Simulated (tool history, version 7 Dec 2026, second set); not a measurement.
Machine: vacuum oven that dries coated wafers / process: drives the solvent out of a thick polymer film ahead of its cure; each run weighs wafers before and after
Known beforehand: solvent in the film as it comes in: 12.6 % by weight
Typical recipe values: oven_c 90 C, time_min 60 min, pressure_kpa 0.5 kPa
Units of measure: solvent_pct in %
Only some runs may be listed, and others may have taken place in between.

{"run": 1, "hour": 0.0, "oven_c": 90, "time_min": 60, "pressure_kpa": 0.5, "solvent_pct": 2.17}
{"run": 2, "hour": 13.6, "oven_c": 90, "time_min": 60, "pressure_kpa": 0.5, "solvent_pct": 2.19}
{"run": 3, "hour": 27.5, "oven_c": 90, "time_min": 60, "pressure_kpa": 0.5, "solvent_pct": 2.28}
{"run": 4, "hour": 40.3, "oven_c": 90, "time_min": 60, "pressure_kpa": 0.5, "solvent_pct": 2.2}
{"run": 5, "hour": 53.1, "oven_c": 90, "time_min": 60, "pressure_kpa": 0.5, "solvent_pct": 2.22}
{"run": 6, "hour": 69.1, "oven_c": 90, "time_min": 60, "pressure_kpa": 0.5, "solvent_pct": 2.18}
{"run": 7, "hour": 90.3, "oven_c": 90, "time_min": 60, "pressure_kpa": 0.5, "solvent_pct": 2.29}
{"run": 8, "hour": 106.7, "oven_c": 90, "time_min": 60, "pressure_kpa": 0.5, "solvent_pct": 2.17}
{"run": 9, "hour": 129.4, "oven_c": 90, "time_min": 60, "pressure_kpa": 0.5, "solvent_pct": 2.3}
{"run": 10, "hour": 150.5, "oven_c": 90, "time_min": 73, "pressure_kpa": 0.5, "solvent_pct": 1.61}
{"run": 11, "hour": 170.6, "oven_c": 90, "time_min": 73, "pressure_kpa": 0.5, "solvent_pct": 1.6}
{"run": 12, "hour": 186.0, "oven_c": 90, "time_min": 60, "pressure_kpa": 0.5, "solvent_pct": 2.2}
{"run": 13, "hour": 204.8, "oven_c": 90, "time_min": 60, "pressure_kpa": 0.5, "solvent_pct": 2.14}
{"run": 14, "hour": 226.6, "oven_c": 90, "time_min": 60, "pressure_kpa": 0.5, "solvent_pct": 2.31}
{"run": 15, "hour": 248.4, "oven_c": 90, "time_min": 60, "pressure_kpa": 0.5, "solvent_pct": 2.21}
{"run": 16, "hour": 262.6, "oven_c": 90, "time_min": 60, "pressure_kpa": 0.5, "solvent_pct": 2.17}
{"run": 17, "hour": 274.5, "oven_c": 90, "time_min": 60, "pressure_kpa": 0.5, "solvent_pct": 2.14}
{"run": 18, "hour": 296.5, "oven_c": 90, "time_min": 60, "pressure_kpa": 0.5, "solvent_pct": 2.16}
{"run": 19, "hour": 308.4, "oven_c": 90, "time_min": 60, "pressure_kpa": 0.5, "solvent_pct": 2.35}
{"run": 20, "hour": 323.7, "oven_c": 98, "time_min": 60, "pressure_kpa": 0.5, "solvent_pct": 1.06}
{"run": 21, "hour": 345.9, "oven_c": 98, "time_min": 60, "pressure_kpa": 0.5, "solvent_pct": 1.03}
{"run": 22, "hour": 360.6, "oven_c": 98, "time_min": 60, "pressure_kpa": 0.5, "solvent_pct": 1.03}
{"run": 23, "hour": 371.7, "oven_c": 90, "time_min": 60, "pressure_kpa": 0.5, "solvent_pct": 2.18}
{"run": 24, "hour": 390.9, "oven_c": 90, "time_min": 60, "pressure_kpa": 0.5, "solvent_pct": 2.24}
{"run": 25, "hour": 409.6, "oven_c": 101, "time_min": 37, "pressure_kpa": 1.416, "solvent_pct": 2.01}
{"run": 26, "hour": 426.0, "oven_c": 92, "time_min": 32, "pressure_kpa": 1.583, "solvent_pct": 4.44}
{"run": 27, "hour": 436.8, "oven_c": 92, "time_min": 32, "pressure_kpa": 1.583, "solvent_pct": 4.37}
{"run": 28, "hour": 455.4, "oven_c": 97, "time_min": 68, "pressure_kpa": 1.778, "solvent_pct": 1.23}
{"run": 29, "hour": 469.1, "oven_c": 80, "time_min": 60, "pressure_kpa": 0.5, "solvent_pct": 4.22}
{"run": 30, "hour": 487.3, "oven_c": 80, "time_min": 60, "pressure_kpa": 0.5, "solvent_pct": 4.25}
{"run": 31, "hour": 503.9, "oven_c": 99, "time_min": 33, "pressure_kpa": 1.489, "solvent_pct": 2.77}
{"run": 32, "hour": 516.5, "oven_c": 94, "time_min": 60, "pressure_kpa": 0.628, "solvent_pct": 1.61}
{"run": 33, "hour": 536.2, "oven_c": 100, "time_min": 67, "pressure_kpa": 1.35, "solvent_pct": 0.82}
{"run": 34, "hour": 554.9, "oven_c": 100, "time_min": 67, "pressure_kpa": 1.35, "solvent_pct": 0.94}
{"run": 35, "hour": 577.2, "oven_c": 100, "time_min": 67, "pressure_kpa": 1.35, "solvent_pct": 0.99}
{"run": 36, "hour": 598.9, "oven_c": 100, "time_min": 67, "pressure_kpa": 1.35, "solvent_pct": 0.89}
{"run": 37, "hour": 610.9, "oven_c": 90, "time_min": 59, "pressure_kpa": 0.753, "solvent_pct": 2.25}
{"run": 38, "hour": 630.6, "oven_c": 90, "time_min": 104, "pressure_kpa": 1.464, "solvent_pct": 1.28}
{"run": 39, "hour": 647.4, "oven_c": 91, "time_min": 67, "pressure_kpa": 1.8, "solvent_pct": 2.17}
{"run": 40, "hour": 667.0, "oven_c": 89, "time_min": 67, "pressure_kpa": 1.8, "solvent_pct": 2.58}
{"run": 41, "hour": 689.3, "oven_c": 96, "time_min": 65, "pressure_kpa": 0.72, "solvent_pct": 1.2}
{"run": 42, "hour": 703.0, "oven_c": 88, "time_min": 78, "pressure_kpa": 0.283, "solvent_pct": 1.65}
{"run": 43, "hour": 720.4, "oven_c": 90, "time_min": 37, "pressure_kpa": 0.5, "solvent_pct": 4}
{"run": 44, "hour": 736.6, "oven_c": 93, "time_min": 53, "pressure_kpa": 0.928, "solvent_pct": 2.18}
{"run": 45, "hour": 755.9, "oven_c": 93, "time_min": 53, "pressure_kpa": 0.928, "solvent_pct": 2.26}
{"run": 46, "hour": 765.4, "oven_c": 93, "time_min": 53, "pressure_kpa": 0.928, "solvent_pct": 2.18}
{"run": 47, "hour": 783.7, "oven_c": 93, "time_min": 53, "pressure_kpa": 0.928, "solvent_pct": 2.19}

4 options for the next run, each taken on its own from the tool as it stands now. Forecast them:
{"hour": 794.5, "done": "oven's thermocouples calibrated"}
{"run": "A", "hour": 808.1, "oven_c": 90, "time_min": 38, "pressure_kpa": 1.306, "solvent_pct": "?"}
{"hour": 794.5, "done": "oven's thermocouples calibrated"}
{"run": "B", "hour": 808.1, "oven_c": 93, "time_min": 97, "pressure_kpa": 0.928, "solvent_pct": "?"}
{"hour": 794.5, "done": "oven's thermocouples calibrated"}
{"run": "C", "hour": 808.1, "oven_c": 90, "time_min": 60, "pressure_kpa": 0.876, "solvent_pct": "?"}
{"hour": 794.5, "done": "oven's thermocouples calibrated"}
{"run": "D", "hour": 808.1, "oven_c": 93, "time_min": 53, "pressure_kpa": 0.725, "solvent_pct": "?"}

run=A solvent_pct=4.08
run=B solvent_pct=0.81
run=C solvent_pct=2.36
run=D solvent_pct=2.09
Without the tool's unlogged condition, the same runs would have read:
run=A solvent_pct=4.07
run=B solvent_pct=0.8
run=C solvent_pct=2.34
run=D solvent_pct=2.07
